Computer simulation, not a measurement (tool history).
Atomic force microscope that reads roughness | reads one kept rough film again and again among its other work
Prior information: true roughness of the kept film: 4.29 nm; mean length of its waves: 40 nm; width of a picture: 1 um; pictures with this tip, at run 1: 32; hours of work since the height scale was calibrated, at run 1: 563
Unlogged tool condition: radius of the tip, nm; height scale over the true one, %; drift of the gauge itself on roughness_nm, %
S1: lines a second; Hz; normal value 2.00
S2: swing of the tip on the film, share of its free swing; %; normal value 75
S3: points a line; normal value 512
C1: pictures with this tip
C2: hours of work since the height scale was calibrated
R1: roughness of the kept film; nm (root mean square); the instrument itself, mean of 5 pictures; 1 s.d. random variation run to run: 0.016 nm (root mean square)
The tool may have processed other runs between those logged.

run   hour    S1  S2   S3   C1   C2     R1
  1    0.0  2.00  75  512   32  563  3.575
  2   19.8  2.00  75  512   77  579  3.335
      33.8  -- new tip fitted
  3   38.2  2.00  75  512   10  593  3.684
  4   57.0  2.00  75  512   52  608  3.457
  5   73.9  2.00  75  365   91  621  3.260
      81.9  -- new tip fitted
  6   90.6  2.00  75  365   20  634  3.635
  7  110.3  2.00  75  512   65  650  3.387
  8  127.3  2.00  75  512  103  664  3.230
     129.7  -- new tip fitted
  9  143.6  2.00  75  512   32  676  3.573
 10  155.4  2.00  75  512   58  686  3.436
 11  168.8  2.00  75  546   89  696  3.298
     177.5  -- new tip fitted
 12  185.3  2.00  75  786   18  709  3.661
 13  200.8  0.62  75  512   53  722  3.635
 14  212.7  3.50  75  512   80  731  3.162
     214.9  -- height scale calibrated on a step standard
     225.8  -- new tip fitted
 15  231.1  2.14  75  512   12   13  3.642
 16  250.9  0.50  57  870   57   28  3.663
     262.7  -- height scale calibrated on a step standard, once more
 17  264.3  0.53  68  563   85    1  3.499
     275.1  -- new tip fitted
 18  280.1  1.24  62  563   11   13  3.914

Run 19 is up next; what results do you expect?
 19  292.2  2.00  59  442  39  23   ?

R1: 3.694 nm (root mean square)
Had the tool carried no hidden state, the very same run would have given R1 3.948 nm (root mean square).
